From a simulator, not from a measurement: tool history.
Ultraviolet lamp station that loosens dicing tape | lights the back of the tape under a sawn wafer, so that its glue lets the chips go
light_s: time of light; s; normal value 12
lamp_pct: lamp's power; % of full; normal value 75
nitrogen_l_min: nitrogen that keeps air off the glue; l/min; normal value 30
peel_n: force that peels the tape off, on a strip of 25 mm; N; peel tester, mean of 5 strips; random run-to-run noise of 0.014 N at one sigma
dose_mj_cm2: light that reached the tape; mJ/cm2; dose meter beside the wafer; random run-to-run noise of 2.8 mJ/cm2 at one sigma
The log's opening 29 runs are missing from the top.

run   hour  light_s  lamp_pct  nitrogen_l_min  hours of work of the lamp  hours of work since the window was cleaned  peel_n  dose_mj_cm2
 30    572        9        92              21                        498                                          92   1.082          355
 31  597.3       15        88              22                        509                                         103   0.336          563
 32  625.8       15        88              22                        522                                         116   0.312          566
 33  642.9       15        75              30                        530                                         124   0.363          484
 34  669.6       12        60              25                        542                                         136   1.235          309
 35  690.8       12        75              34                        551                                         145   0.586          385
 36  703.5       18        75              18                        557                                         151   0.371          577
 37  729.6       20        94              14                        569                                         163   0.211          802
 38    754        8        71              15                        580                                         174   2.448          243
 39  782.6        8        71              15                        593                                         187   2.571          244
 40    811       19        98              11                        605                                         200   0.266          801
 41  836.4       18        98              10                        617                                         211   0.358          745
 42  855.7        9        89              30                        626                                         220   0.822          343

Each row is a separate what-if for the run after 42, all from the same tool condition, not one after another. Results?
  A  871.4        9        65              30                        633                                         227       ?            ?
  B  871.4        9        94              30                        633                                         227       ?            ?
  C  871.4        9        89              12                        633                                         227       ?            ?

run  peel_n  dose_mj_cm2
  A   1.559          250
  B   0.765          365
  C   1.745          341
Had the tool no hidden state, the same runs would have come out as:
run  peel_n  dose_mj_cm2
  A   1.555          250
  B   0.762          365
  C    1.74          342
